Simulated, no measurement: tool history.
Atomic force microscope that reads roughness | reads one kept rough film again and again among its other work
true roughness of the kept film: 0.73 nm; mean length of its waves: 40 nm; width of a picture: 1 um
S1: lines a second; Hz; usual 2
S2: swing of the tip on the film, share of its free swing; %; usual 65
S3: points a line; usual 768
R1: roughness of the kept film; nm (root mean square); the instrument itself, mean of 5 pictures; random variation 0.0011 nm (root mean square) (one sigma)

run	day	S1	S2	S3	R1
1	0	2	65	768	0.688
2	0.288	1.96	65	768	0.689
3	0.488	1.27	65	768	0.696
4	0.871	2	65	427	0.689
5	1.162	2	65	768	0.688
6	1.375	2	65	768	0.687
7	1.704	2	65	549	0.686
8	2.104	2	59	549	0.694
9	2.438	2.37	65	768	0.68
# day 2.662: new tip fitted
10	2.667	2	65	393	0.692
11	2.946	2	65	393	0.693
12	3.204	2	65	393	0.693
13	3.621	2	65	393	0.693
14	3.804	2	65	393	0.693
15	4.117	2	65	393	0.691
16	4.446	2	65	393	0.692
17	4.75	2.26	87	290	0.637
18	5.129	2.26	64	437	0.688
19	5.517	1.58	65	314	0.693
20	5.7	2.8	74	768	0.666
21	5.938	2.8	74	768	0.662
22	6.217	2.8	82	768	0.641
23	6.492	2.48	61	417	0.689
24	6.867	1.04	59	417	0.701
25	7.042	1.04	59	417	0.701
26	7.321	0.52	74	266	0.694
27	7.496	0.53	74	378	0.697

Some steps in R1 between neighbouring runs. How much of each would the tool show without its hidden state too (settings, what came in, random variation), and how much is left for the hidden state, with any gauge scatter that isn't in both results?
The hidden state here: radius of the tip, nm; height scale over the true one, %; drift of the gauge itself on roughness_nm, %.
Run 9 -> 10: S1 2.37 -> 2, S3 768 -> 393, new tip fitted. R1 +0.012 nm (root mean square): hidden state +0.011, all else +0.001.
Run 10 -> 11: no setting changed, nothing entered. R1 +0.001 nm (root mean square): hidden state -0.002, all else +0.003.
Run 16 -> 17: S1 2 -> 2.26, S2 65 -> 87, S3 393 -> 290. R1 -0.055 nm (root mean square): hidden state -0.001, all else -0.054.
Run 17 -> 18: S2 87 -> 64, S3 290 -> 437. R1 +0.051 nm (root mean square): hidden state -0.001, all else +0.052.

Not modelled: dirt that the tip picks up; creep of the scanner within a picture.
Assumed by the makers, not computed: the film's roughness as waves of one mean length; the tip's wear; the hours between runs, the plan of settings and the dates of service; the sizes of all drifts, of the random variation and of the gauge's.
